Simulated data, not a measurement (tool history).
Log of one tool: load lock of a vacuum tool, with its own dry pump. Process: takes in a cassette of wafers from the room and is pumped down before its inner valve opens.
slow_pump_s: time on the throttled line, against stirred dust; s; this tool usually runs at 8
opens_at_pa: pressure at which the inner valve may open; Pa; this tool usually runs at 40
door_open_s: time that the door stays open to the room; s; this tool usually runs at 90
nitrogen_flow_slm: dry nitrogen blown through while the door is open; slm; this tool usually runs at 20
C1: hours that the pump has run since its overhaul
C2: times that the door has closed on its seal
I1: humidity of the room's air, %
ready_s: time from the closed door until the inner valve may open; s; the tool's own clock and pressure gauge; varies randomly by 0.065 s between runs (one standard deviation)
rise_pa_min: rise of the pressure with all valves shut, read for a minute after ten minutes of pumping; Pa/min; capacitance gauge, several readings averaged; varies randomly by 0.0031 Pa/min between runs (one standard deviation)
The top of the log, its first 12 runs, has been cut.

Run 13, day 210.358: usual settings; C1 6309; C2 20567; I1 44.9. Result: ready_s 15.19 s, rise_pa_min 0.064 Pa/min.
Run 14, day 228.225: usual settings; C1 6738; C2 22314; I1 46.4. Result: ready_s 15.17 s, rise_pa_min 0.07 Pa/min.
Run 15, day 254.254: usual settings; C1 7363; C2 24858; I1 49.1. Result: ready_s 15.23 s, rise_pa_min 0.07 Pa/min.
Run 16, day 271.696: usual settings; C1 7782; C2 26564; I1 44.8. Result: ready_s 15.14 s, rise_pa_min 0.065 Pa/min.
Run 17, day 285.971: usual settings; C1 8124; C2 27959; I1 46.6. Result: ready_s 15.3 s, rise_pa_min 0.07 Pa/min.
Run 18, day 311.704: usual settings; C1 8742; C2 30475; I1 44.2. Result: ready_s 15.16 s, rise_pa_min 0.058 Pa/min.
Run 19, day 331.4: usual settings but door_open_s 91 s; C1 9215; C2 32401; I1 46.1. Result: ready_s 15.18 s, rise_pa_min 0.073 Pa/min.
Run 20, day 349.45: usual settings but slow_pump_s 9 s, opens_at_pa 59 Pa, door_open_s 123 s, nitrogen_flow_slm 10 slm; C1 9648; C2 34166; I1 47.6. Result: ready_s 15.46 s, rise_pa_min 0.104 Pa/min.
Run 21, day 368.533: usual settings but slow_pump_s 9 s, opens_at_pa 59 Pa, door_open_s 123 s, nitrogen_flow_slm 10 slm; C1 10106; C2 36032; I1 46.4. Result: ready_s 15.57 s, rise_pa_min 0.105 Pa/min.
Run 22, day 390.854: usual settings but slow_pump_s 9 s, opens_at_pa 76 Pa, door_open_s 123 s, nitrogen_flow_slm 36 slm; C1 10641; C2 38214; I1 43.5. Result: ready_s 15.15 s, rise_pa_min 0.057 Pa/min.
Run 23, day 408.208: usual settings but nitrogen_flow_slm 24 slm; C1 11058; C2 39911; I1 44.2. Result: ready_s 15.21 s, rise_pa_min 0.065 Pa/min.
Run 24, day 422.371: usual settings but slow_pump_s 5 s, nitrogen_flow_slm 14 slm; C1 11398; C2 41295; I1 45.5. Result: ready_s 12.91 s, rise_pa_min 0.077 Pa/min.
Run 25, day 447.975: usual settings but slow_pump_s 10 s, opens_at_pa 47 Pa, door_open_s 31 s, nitrogen_flow_slm 14 slm; C1 12012; C2 43799; I1 47.7. Result: ready_s 16.64 s, rise_pa_min 0.045 Pa/min.
Run 26, day 472.2: usual settings but slow_pump_s 10 s, opens_at_pa 47 Pa, door_open_s 68 s, nitrogen_flow_slm 14 slm; C1 12594; C2 46167; I1 50. Result: ready_s 16.64 s, rise_pa_min 0.071 Pa/min.
Run 27, day 488.1: usual settings but opens_at_pa 65 Pa, nitrogen_flow_slm 5 slm; C1 12975; C2 47722; I1 41.6. Result: ready_s 14.67 s, rise_pa_min 0.088 Pa/min.
Run 28, day 500.321: usual settings but slow_pump_s 12 s, door_open_s 27 s, nitrogen_flow_slm 7 slm; C1 13269; C2 48917; I1 43.9. Result: ready_s 18.36 s, rise_pa_min 0.039 Pa/min.
At day 514.65: dry pump taken out, an overhauled one fitted.
Run 29, day 518.55: usual settings but slow_pump_s 5 s, door_open_s 27 s, nitrogen_flow_slm 7 slm; C1 94; C2 50675; I1 43.1. Result: ready_s 12.95 s, rise_pa_min 0.049 Pa/min.
Run 30, day 532.133: usual settings but slow_pump_s 13 s, opens_at_pa 46 Pa, door_open_s 73 s; C1 420; C2 52003; I1 45.5. Result: ready_s 18.96 s, rise_pa_min 0.067 Pa/min.
Run 31, day 551.538: usual settings but opens_at_pa 42 Pa, door_open_s 197 s, nitrogen_flow_slm 30 slm; C1 885; C2 53900; I1 44.8. Result: ready_s 15.24 s, rise_pa_min 0.078 Pa/min.
Run 32, day 567.175: usual settings but slow_pump_s 10 s, opens_at_pa 59 Pa, nitrogen_flow_slm 5 slm; C1 1261; C2 55429; I1 41.9. Result: ready_s 16.32 s, rise_pa_min 0.09 Pa/min.
Run 33, day 593.458: usual settings but opens_at_pa 59 Pa, nitrogen_flow_slm 5 slm; C1 1891; C2 57998; I1 47.7. Result: ready_s 14.72 s, rise_pa_min 0.102 Pa/min.
At day 603.804: door's seal changed, seat wiped.
Run 34, day 605.617: usual settings but slow_pump_s 11 s, opens_at_pa 41 Pa; C1 2182; C2 177; I1 45.9. Result: ready_s 17.41 s, rise_pa_min 0.069 Pa/min.
Run 35, day 625.858: usual settings but slow_pump_s 5 s, opens_at_pa 38 Pa, door_open_s 211 s, nitrogen_flow_slm 39 slm; C1 2667; C2 2156; I1 48.5. Result: ready_s 13.1 s, rise_pa_min 0.075 Pa/min.
Run 36, day 651.383: usual settings but slow_pump_s 5 s, opens_at_pa 38 Pa, door_open_s 211 s, nitrogen_flow_slm 39 slm; C1 3280; C2 4652; I1 46.6. Result: ready_s 12.99 s, rise_pa_min 0.083 Pa/min.

Predict each of these 4 candidate next runs independently; none follows another, all start after run 36:
Run A, day 668.525: usual settings but slow_pump_s 5 s, opens_at_pa 38 Pa, door_open_s 211 s, nitrogen_flow_slm 39 slm; C1 3691; C2 6327; I1 42.3. Result: ready_s ?, rise_pa_min ?.
Run B, day 668.525: usual settings but door_open_s 152 s; C1 3691; C2 6327; I1 42.9. Result: ready_s ?, rise_pa_min ?.
Run C, day 668.525: usual settings but slow_pump_s 7 s, opens_at_pa 38 Pa, door_open_s 43 s, nitrogen_flow_slm 6 slm; C1 3691; C2 6327; I1 45.8. Result: ready_s ?, rise_pa_min ?.
Run D, day 668.525: usual settings but nitrogen_flow_slm 13 slm; C1 3691; C2 6327; I1 45.6. Result: ready_s ?, rise_pa_min ?.

run  ready_s  rise_pa_min
  A    13.01        0.074
  B    15.29         0.08
  C    14.51        0.066
  D    15.23        0.079
What these runs would have given with no unlogged condition in the tool:
run  ready_s  rise_pa_min
  A    13.01        0.074
  B    15.29         0.08
  C     14.5        0.066
  D    15.23        0.078
